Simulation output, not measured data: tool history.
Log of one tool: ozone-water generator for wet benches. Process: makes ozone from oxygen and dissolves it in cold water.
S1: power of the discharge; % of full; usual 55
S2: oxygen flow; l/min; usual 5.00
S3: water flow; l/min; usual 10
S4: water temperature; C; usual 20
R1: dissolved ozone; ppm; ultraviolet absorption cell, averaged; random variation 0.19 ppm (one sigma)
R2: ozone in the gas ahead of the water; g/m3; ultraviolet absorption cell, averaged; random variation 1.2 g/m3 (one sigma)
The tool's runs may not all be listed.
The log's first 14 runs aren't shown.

run 15 hour=1063.2 | S1=55 S2=2.84 S3=10 S4=20 | R1=29.3 R2=305.4
run 16 hour=1105.7 | S1=55 S2=2.84 S3=10 S4=20 | R1=29.0 R2=305.5
run 17 hour=1178.1 | S1=55 S2=5.00 S3=7 S4=20 | R1=34.8 R2=218.4
run 18 hour=1270.0 | S1=55 S2=5.00 S3=7 S4=20 | R1=35.0 R2=218.0
run 19 hour=1329.6 | S1=55 S2=5.00 S3=7 S4=20 | R1=34.9 R2=218.5
run 20 hour=1382.1 | S1=52 S2=5.00 S3=7 S4=12 | R1=39.2 R2=209.6
run 21 hour=1455.8 | S1=52 S2=5.00 S3=7 S4=12 | R1=39.3 R2=211.3
run 22 hour=1548.4 | S1=55 S2=3.56 S3=12 S4=26 | R1=21.5 R2=267.6
run 23 hour=1602.8 | S1=54 S2=5.00 S3=6 S4=17 | R1=40.7 R2=215.8
-- hour=1667.1 water thermometer calibrated
run 24 hour=1690.2 | S1=55 S2=5.00 S3=14 S4=16 | R1=21.0 R2=217.8
run 25 hour=1759.5 | S1=55 S2=8.21 S3=14 S4=13 | R1=20.8 R2=162.3
run 26 hour=1801.2 | S1=59 S2=8.55 S3=14 S4=13 | R1=21.4 R2=167.5
run 27 hour=1889.3 | S1=67 S2=5.00 S3=14 S4=25 | R1=20.7 R2=253.4
-- hour=1964.1 contactor cleaned
run 28 hour=1970.4 | S1=67 S2=5.00 S3=14 S4=25 | R1=20.9 R2=249.7
run 29 hour=2049.7 | S1=65 S2=5.00 S3=12 S4=20 | R1=25.7 R2=247.6
run 30 hour=2121.6 | S1=43 S2=5.52 S3=10 S4=20 | R1=22.6 R2=176.6
run 31 hour=2183.4 | S1=43 S2=5.52 S3=10 S4=20 | R1=22.2 R2=176.2
run 32 hour=2255.2 | S1=46 S2=5.00 S3=7 S4=20 | R1=30.6 R2=197.9
run 33 hour=2306.5 | S1=67 S2=5.00 S3=15 S4=18 | R1=21.8 R2=252.8

Forecast each of these 4 alternatives for the next run:
run A hour=2396.9 | S1=67 S2=5.00 S3=15 S4=14 | R1=? R2=?
run B hour=2396.9 | S1=77 S2=3.64 S3=10 S4=18 | R1=? R2=?
run C hour=2396.9 | S1=55 S2=7.34 S3=15 S4=21 | R1=? R2=?
run D hour=2396.9 | S1=67 S2=5.38 S3=7 S4=16 | R1=? R2=?

run=A R1=23.5 R2=251.8
run=B R1=36.7 R2=337.9
run=C R1=16.9 R2=175.5
run=D R1=42.7 R2=241.0
Without the tool's hidden state the same runs would have given:
run=A R1=23.5 R2=245.1
run=B R1=36.7 R2=329.0
run=C R1=16.9 R2=170.8
run=D R1=42.8 R2=234.6
